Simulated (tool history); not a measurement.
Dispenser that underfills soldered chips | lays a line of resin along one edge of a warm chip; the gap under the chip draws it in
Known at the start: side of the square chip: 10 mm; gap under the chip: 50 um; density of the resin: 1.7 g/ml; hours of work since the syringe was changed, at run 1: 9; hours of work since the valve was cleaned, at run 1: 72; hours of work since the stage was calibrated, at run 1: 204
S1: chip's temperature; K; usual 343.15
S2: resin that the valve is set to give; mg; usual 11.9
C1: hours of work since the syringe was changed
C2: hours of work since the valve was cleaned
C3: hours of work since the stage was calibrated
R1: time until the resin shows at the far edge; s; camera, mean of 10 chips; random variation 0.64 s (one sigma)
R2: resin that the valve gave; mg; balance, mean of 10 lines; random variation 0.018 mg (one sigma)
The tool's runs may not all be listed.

run 1 hour=0.0 | S1=343.15 S2=11.9 | C1=9 C2=72 C3=204 | R1=102.9 R2=11.64
-- hour=3.8 new syringe of resin
run 2 hour=9.4 | S1=343.15 S2=15.0 | C1=4 C2=79 C3=212 | R1=79.8 R2=14.62
run 3 hour=14.8 | S1=343.15 S2=15.0 | C1=9 C2=83 C3=216 | R1=102.0 R2=14.61
-- hour=18.9 new syringe of resin
-- hour=19.9 dispensing valve cleaned and set on the balance
run 4 hour=24.2 | S1=343.15 S2=15.0 | C1=3 C2=3 C3=222 | R1=72.9 R2=15.04
-- hour=35.1 new syringe of resin
run 5 hour=35.3 | S1=343.15 S2=11.4 | C1=0 C2=12 C3=231 | R1=63.0 R2=11.35
run 6 hour=44.6 | S1=343.15 S2=11.4 | C1=7 C2=19 C3=238 | R1=98.9 R2=11.33
-- hour=50.2 new syringe of resin
run 7 hour=56.0 | S1=330.15 S2=13.2 | C1=5 C2=28 C3=247 | R1=151.9 R2=13.06
-- hour=65.8 new syringe of resin
run 8 hour=66.2 | S1=330.15 S2=13.2 | C1=0 C2=36 C3=255 | R1=117.0 R2=13.04
run 9 hour=74.0 | S1=336.15 S2=13.6 | C1=6 C2=42 C3=261 | R1=128.3 R2=13.44
-- hour=81.5 new syringe of resin
run 10 hour=81.8 | S1=348.15 S2=14.8 | C1=0 C2=48 C3=267 | R1=49.4 R2=14.59

Hidden state at the last listed run before each entry between runs and at the first one after, where it differs:
Between runs 1 and 2: new syringe of resin (hour 3.8)
  resin's viscosity, % of fresh resin's: 170.6 -> 130.6; dose that the valve gives, % of what is set: 97.78 -> 97.54; true chip temperature over the reading, C: -1.69 -> -1.74
  measured less the result without the state, R1: +47.4 -> +23.4 s; R2: -0.26 -> -0.36 mg
Between runs 3 and 4: new syringe of resin (hour 18.9); dispensing valve cleaned and set on the balance (hour 19.9)
  resin's viscosity, % of fresh resin's: 170.9 -> 124.2; dose that the valve gives, % of what is set: 97.4 -> 100.01; true chip temperature over the reading, C: -1.77 -> -1.81
  measured less the result without the state, R1: +47.2 -> +19.0 s; R2: -0.39 -> +0.00 mg
Between runs 4 and 5: new syringe of resin (hour 35.1)
  resin's viscosity, % of fresh resin's: 124.2 -> 100.1; dose that the valve gives, % of what is set: 100.01 -> 99.71; true chip temperature over the reading, C: -1.81 -> -1.87
  measured less the result without the state, R1: +19.0 -> +5.4 s; R2: +0.00 -> -0.04 mg
Between runs 6 and 7: new syringe of resin (hour 50.2)
  resin's viscosity, % of fresh resin's: 158.8 -> 133.9; dose that the valve gives, % of what is set: 99.48 -> 99.17; true chip temperature over the reading, C: -1.92 -> -1.97
  measured less the result without the state, R1: +42.0 -> +49.4 s; R2: -0.06 -> -0.11 mg
Between runs 7 and 8: new syringe of resin (hour 65.8)
  resin's viscosity, % of fresh resin's: 133.9 -> 102.8; dose that the valve gives, % of what is set: 99.17 -> 98.9; true chip temperature over the reading, C: -1.97 -> -2.02
  measured less the result without the state, R1: +49.4 -> +14.4 s; R2: -0.11 -> -0.14 mg
Between runs 9 and 10: new syringe of resin (hour 81.5)
  resin's viscosity, % of fresh resin's: 151.1 -> 102.3; dose that the valve gives, % of what is set: 98.69 -> 98.5; true chip temperature over the reading, C: -2.06 -> -2.1
  measured less the result without the state, R1: +51.7 -> +5.5 s; R2: -0.17 -> -0.23 mg

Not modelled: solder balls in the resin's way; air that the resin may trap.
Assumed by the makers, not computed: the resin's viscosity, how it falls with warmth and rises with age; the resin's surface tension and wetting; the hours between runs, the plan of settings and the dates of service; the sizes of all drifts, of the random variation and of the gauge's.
